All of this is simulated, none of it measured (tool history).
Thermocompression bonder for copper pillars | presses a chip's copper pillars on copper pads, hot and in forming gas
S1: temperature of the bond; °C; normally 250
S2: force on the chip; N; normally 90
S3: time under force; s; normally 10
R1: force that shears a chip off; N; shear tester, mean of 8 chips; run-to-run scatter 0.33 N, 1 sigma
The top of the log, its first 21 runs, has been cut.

{"run": 22, "hour": 540.4, "S1": 261, "S2": 60, "S3": 22, "R1": 69.5}
{"run": 23, "hour": 560.7, "S1": 230, "S2": 90, "S3": 18, "R1": 53.0}
{"run": 24, "hour": 581.6, "S1": 250, "S2": 90, "S3": 7, "R1": 48.4}
{"run": 25, "hour": 609.0, "S1": 257, "S2": 123, "S3": 20, "R1": 90.4}
{"run": 26, "hour": 626.0, "S1": 257, "S2": 123, "S3": 20, "R1": 91.5}
{"run": 27, "hour": 652.4, "S1": 278, "S2": 115, "S3": 20, "R1": 107.2}
{"hour": 675.8, "done": "gauge calibrated"}
{"run": 28, "hour": 684.9, "S1": 225, "S2": 55, "S3": 8, "R1": 26.5}
{"run": 29, "hour": 713.3, "S1": 270, "S2": 69, "S3": 5, "R1": 48.1}
{"run": 30, "hour": 741.7, "S1": 270, "S2": 69, "S3": 5, "R1": 48.1}
{"run": 31, "hour": 772.9, "S1": 224, "S2": 63, "S3": 10, "R1": 30.8}
{"hour": 775.9, "done": "forming gas filter changed"}
{"run": 32, "hour": 808.9, "S1": 224, "S2": 63, "S3": 10, "R1": 30.9}
{"run": 33, "hour": 842.0, "S1": 225, "S2": 93, "S3": 10, "R1": 40.0}
{"run": 34, "hour": 863.4, "S1": 263, "S2": 90, "S3": 27, "R1": 94.1}
{"run": 35, "hour": 893.8, "S1": 263, "S2": 90, "S3": 27, "R1": 94.3}
{"run": 36, "hour": 922.8, "S1": 250, "S2": 79, "S3": 10, "R1": 52.6}
{"run": 37, "hour": 938.5, "S1": 250, "S2": 79, "S3": 10, "R1": 52.0}
{"run": 38, "hour": 959.3, "S1": 250, "S2": 79, "S3": 10, "R1": 52.7}
{"run": 39, "hour": 984.3, "S1": 254, "S2": 90, "S3": 19, "R1": 75.5}
{"run": 40, "hour": 1020.3, "S1": 254, "S2": 85, "S3": 20, "R1": 74.0}
{"run": 41, "hour": 1051.5, "S1": 234, "S2": 109, "S3": 12, "R1": 53.5}

Alternative continuations, all from the tool just after run 41; predict every row:
{"run": "A", "hour": 1073.4, "S1": 265, "S2": 94, "S3": 20, "R1": "?"}
{"run": "B", "hour": 1073.4, "S1": 263, "S2": 90, "S3": 13, "R1": "?"}
{"run": "C", "hour": 1073.4, "S1": 261, "S2": 109, "S3": 12, "R1": "?"}

run=A R1=88.9
run=B R1=73.0
run=C R1=76.4
Without the tool's hidden state the same runs would have given:
run=A R1=90.3
run=B R1=74.1
run=C R1=77.6
